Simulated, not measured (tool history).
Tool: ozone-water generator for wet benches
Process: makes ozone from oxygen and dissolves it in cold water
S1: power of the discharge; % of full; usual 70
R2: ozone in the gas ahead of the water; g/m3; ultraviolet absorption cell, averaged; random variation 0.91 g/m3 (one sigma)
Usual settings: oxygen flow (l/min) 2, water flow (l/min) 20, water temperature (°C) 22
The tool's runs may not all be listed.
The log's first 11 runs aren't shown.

run 12 hour=1528.4 | S1=70 oxygen_flow_(l/min)=2 water_flow_(l/min)=20 water_temperature_(°C)=22 | dissolved_ozone_(ppm)=8 R2=151.4
run 13 hour=1663.2 | S1=70 oxygen_flow_(l/min)=2 water_flow_(l/min)=20 water_temperature_(°C)=22 | dissolved_ozone_(ppm)=8.2 R2=152
run 14 hour=1745.1 | S1=70 oxygen_flow_(l/min)=2 water_flow_(l/min)=20 water_temperature_(°C)=22 | dissolved_ozone_(ppm)=8 R2=151.1
run 15 hour=1889.9 | S1=70 oxygen_flow_(l/min)=2 water_flow_(l/min)=17 water_temperature_(°C)=22 | dissolved_ozone_(ppm)=9.3 R2=151.5
run 16 hour=2062.9 | S1=97 oxygen_flow_(l/min)=2 water_flow_(l/min)=20 water_temperature_(°C)=22 | dissolved_ozone_(ppm)=10.3 R2=193.3
run 17 hour=2192.1 | S1=97 oxygen_flow_(l/min)=2.27 water_flow_(l/min)=20 water_temperature_(°C)=18 | dissolved_ozone_(ppm)=10.7 R2=179
run 18 hour=2365.3 | S1=42 oxygen_flow_(l/min)=1.71 water_flow_(l/min)=20 water_temperature_(°C)=18 | dissolved_ozone_(ppm)=5.4 R2=115.3
run 19 hour=2452.9 | S1=58 oxygen_flow_(l/min)=2.13 water_flow_(l/min)=29 water_temperature_(°C)=22 | dissolved_ozone_(ppm)=4.9 R2=126.3
run 20 hour=2542.3 | S1=70 oxygen_flow_(l/min)=1.33 water_flow_(l/min)=20 water_temperature_(°C)=22 | dissolved_ozone_(ppm)=7.4 R2=194.5
run 21 hour=2672.5 | S1=70 oxygen_flow_(l/min)=1.33 water_flow_(l/min)=20 water_temperature_(°C)=22 | dissolved_ozone_(ppm)=7.7 R2=193.1
run 22 hour=2790.1 | S1=70 oxygen_flow_(l/min)=2.15 water_flow_(l/min)=19 water_temperature_(°C)=22 | dissolved_ozone_(ppm)=8.6 R2=145.8
run 23 hour=2978.7 | S1=70 oxygen_flow_(l/min)=2.15 water_flow_(l/min)=19 water_temperature_(°C)=22 | dissolved_ozone_(ppm)=8.6 R2=145
run 24 hour=3115 | S1=70 oxygen_flow_(l/min)=2.15 water_flow_(l/min)=19 water_temperature_(°C)=22 | dissolved_ozone_(ppm)=8.5 R2=144.5
run 25 hour=3237.3 | S1=50 oxygen_flow_(l/min)=2 water_flow_(l/min)=20 water_temperature_(°C)=16 | dissolved_ozone_(ppm)=6.7 R2=118

The next listed run, before its measurement:
run 26 hour=3332.8 | S1=83 oxygen_flow_(l/min)=1.14 water_flow_(l/min)=13 water_temperature_(°C)=18 | dissolved_ozone_(ppm)=? R2=?

{"run 26": {"dissolved ozone (ppm)": 13.1, "R2": 241.9}}
Without the tool's hidden state the same run would have given dissolved ozone (ppm) 13.2, R2 242.3 g/m3.
